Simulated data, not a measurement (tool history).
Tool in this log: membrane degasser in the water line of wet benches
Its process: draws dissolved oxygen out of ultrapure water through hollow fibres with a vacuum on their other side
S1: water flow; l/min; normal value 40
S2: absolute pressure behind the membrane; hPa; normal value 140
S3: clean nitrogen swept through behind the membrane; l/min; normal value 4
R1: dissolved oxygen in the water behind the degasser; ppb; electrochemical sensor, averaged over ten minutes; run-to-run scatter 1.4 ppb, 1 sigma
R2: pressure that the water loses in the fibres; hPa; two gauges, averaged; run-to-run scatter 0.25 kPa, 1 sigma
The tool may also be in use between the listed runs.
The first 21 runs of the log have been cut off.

run     day  S1   S2     S3      R1     R2
 22  32.938  33  103      4   158.3  542.2
 23  33.946  42  103  11.25     102  686.4
     35.262  -- gauge calibrated
 24  35.362  26  140   3.32   203.3  422.2
 25  36.792  26  140   3.32   204.2  427.4
 26  37.771  26  140   3.32     208  430.2
 27  38.829  51  140   2.33   549.7  831.3
 28  40.779  44  343      4   780.4  718.9
 29  42.054  39  343   1.98  1221.6  636.9
 30   43.85  40  144   8.17   162.6  654.4
 31  45.025  40  144   8.17   164.7  652.6
 32  46.467  40  144   8.17   162.9  654.8

Each row is a separate what-if for the run after 32, all from the same tool condition, not one after another. Results?
  A  47.996  29   85   1.8   ?   ?
  B  47.996  35  263  1.77   ?   ?
  C  47.996  45  140   8.2   ?   ?
  D  47.996  52   91  6.01   ?   ?

run     R1     R2
  A  204.4  473.3
  B  952.2  574.4
  C  186.1  739.1
  D    186  854.3
Take away the tool's hidden state, keep each run's random variation, and the runs would have read:
run     R1     R2
  A  202.2  473.3
  B  942.4  574.3
  C  184.2    739
  D    184  854.2
